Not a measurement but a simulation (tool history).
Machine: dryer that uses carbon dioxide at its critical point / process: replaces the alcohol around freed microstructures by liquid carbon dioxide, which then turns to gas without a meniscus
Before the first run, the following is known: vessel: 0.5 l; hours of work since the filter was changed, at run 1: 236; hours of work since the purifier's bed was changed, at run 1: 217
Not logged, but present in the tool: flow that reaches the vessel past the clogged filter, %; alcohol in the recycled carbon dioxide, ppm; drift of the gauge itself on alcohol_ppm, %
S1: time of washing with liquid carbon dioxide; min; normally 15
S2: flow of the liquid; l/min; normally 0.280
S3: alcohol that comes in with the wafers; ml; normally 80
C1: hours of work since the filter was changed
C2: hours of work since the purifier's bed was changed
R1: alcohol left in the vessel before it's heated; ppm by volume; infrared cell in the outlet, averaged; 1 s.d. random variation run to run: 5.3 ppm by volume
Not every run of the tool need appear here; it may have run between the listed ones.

run	day	S1	S2	S3	C1	C2	R1
1	0.000	15	0.280	80	236	217	401
2	0.342	15	0.280	80	242	223	406
3	0.600	15	0.253	80	247	228	682
# day 0.796: inlet filter changed
4	1.117	15	0.253	80	6	237	273
5	1.458	15	0.253	80	12	243	289
6	1.954	15	0.280	80	22	253	186
7	2.475	15	0.267	80	31	262	231
8	2.775	15	0.280	80	37	268	197
9	3.017	15	0.280	80	41	272	213
10	3.558	15	0.280	80	51	282	198
11	3.842	15	0.280	80	57	288	220
12	4.158	15	0.280	80	62	294	225
13	4.662	15	0.451	88	72	303	77
14	5.046	13	0.262	21	79	310	234
15	5.550	14	0.214	21	88	319	380
16	5.962	17	0.321	65	96	327	101
17	6.362	17	0.321	65	103	334	103
18	6.821	11	0.321	22	112	343	244
19	7.108	20	0.254	47	117	348	106
20	7.396	15	0.168	67	123	354	2360
21	7.758	15	0.168	67	129	360	2360
22	8.212	11	0.384	54	138	369	245

5 options for the next run, each taken on its own from the tool as it stands now. Forecast them:
A	8.521	23	0.264	91	144	375	?
B	8.521	15	0.190	58	144	375	?
C	8.521	11	0.384	118	144	375	?
D	8.521	15	0.426	37	144	375	?
E	8.521	11	0.454	97	144	375	?

run	R1
A	93
B	1330
C	432
D	101
E	178
Stripped of hidden state, with their random variation kept, the same runs would have yielded:
run	R1
A	0
B	756
C	170
D	8
E	38
